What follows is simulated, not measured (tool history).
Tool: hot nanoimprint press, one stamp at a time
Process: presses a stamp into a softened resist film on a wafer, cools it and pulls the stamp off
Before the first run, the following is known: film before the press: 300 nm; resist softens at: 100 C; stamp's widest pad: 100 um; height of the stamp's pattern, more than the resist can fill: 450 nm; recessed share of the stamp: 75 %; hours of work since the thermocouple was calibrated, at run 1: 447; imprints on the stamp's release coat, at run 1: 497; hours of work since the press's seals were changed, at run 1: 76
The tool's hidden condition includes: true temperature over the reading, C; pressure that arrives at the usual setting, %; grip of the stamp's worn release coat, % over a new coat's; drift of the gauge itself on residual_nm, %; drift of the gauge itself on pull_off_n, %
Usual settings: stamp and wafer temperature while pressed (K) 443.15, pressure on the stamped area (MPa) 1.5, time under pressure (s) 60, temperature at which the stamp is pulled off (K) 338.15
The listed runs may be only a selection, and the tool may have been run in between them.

run,hour,stamp and wafer temperature while pressed (K),pressure on the stamped area (MPa),time under pressure (s),temperature at which the stamp is pulled off (K),hours of work since the thermocouple was calibrated,imprints on the stamp's release coat,hours of work since the press's seals were changed,resist left under the stamp's widest pad (angstrom),greatest force while the stamp is pulled off (N)
1,0,443.15,1.5,60,338.15,447,497,76,1268,209
2,9.1,443.15,1.5,60,338.15,453,526,82,1271,203
3,19.5,443.15,1.5,60,338.15,460,559,89,1265,213
4,26.8,443.15,1.5,60,338.15,465,582,94,1274,210
5,35.5,443.15,1.5,60,338.15,471,610,100,1260,213
6,45.5,443.15,2.24,60,338.15,478,642,107,1006,207
# hour 56.7: stamp cleaned and given a new release coat
7,59.5,443.15,1.25,60,338.15,483,9,112,1384,210
8,68.8,443.15,1.25,60,338.15,490,39,119,1382,207
9,77.1,443.15,1.5,60,338.15,495,65,125,1258,211
10,84.4,443.15,1.5,60,338.15,500,89,130,1256,205
11,91.5,443.15,1.5,60,338.15,505,112,134,1257,204
12,101.9,443.15,1.5,60,338.15,512,145,142,1251,199
13,109.9,443.15,1.5,60,338.15,518,171,147,1264,204
14,118.8,443.15,1.5,60,338.15,524,199,153,1244,206
15,126.7,443.15,1.64,60,338.15,529,225,159,1191,206
# hour 137: plate thermocouple calibrated
16,137.7,438.15,1.64,57,343.15,0,250,164,1395,183
17,147.4,450.15,1.5,57,329.15,7,281,171,1040,250
18,158.2,445.15,1.5,39,338.15,15,316,178,1362,204
19,164.1,443.15,1.81,60,338.15,19,335,182,1130,216
20,168.8,443.15,1.16,50,325.15,22,350,185,1500,272
21,173.5,440.15,1.28,47,338.15,25,365,189,1575,209
22,178.7,440.15,1.28,47,338.15,29,382,192,1580,212
23,185.5,451.15,1.28,47,333.15,33,403,197,1186,233
24,192.4,451.15,1.28,112,335.15,38,426,202,865,223
25,198.6,451.15,1.23,112,335.15,42,446,206,887,222
26,209.6,451.15,1.23,112,344.15,50,481,213,881,178
27,216.5,450.15,1.5,60,337.15,55,503,218,1019,217
28,223.6,450.15,0.94,87,329.15,59,526,223,1176,261
29,230.9,450.15,0.94,87,329.15,64,549,228,1165,250

How the hidden state differs across the entries between the runs, from the last listed run before each to the first after it:
Run 6 -> run 7: stamp cleaned and given a new release coat (hour 56.7)
  grip of the stamp's worn release coat, % over a new coat's: 0.3 -> 0; drift of the gauge itself on residual_nm, %: -0.54 -> -0.64
  difference, measured minus the result without the unlogged condition, resist left under the stamp's widest pad (angstrom): -5 -> -8
Run 15 -> run 16: plate thermocouple calibrated (hour 137)
  true temperature over the reading, C: -0.02 -> 0; drift of the gauge itself on residual_nm, %: -1.44 -> -1.53
  difference, measured minus the result without the unlogged condition, resist left under the stamp's widest pad (angstrom): -17 -> -21
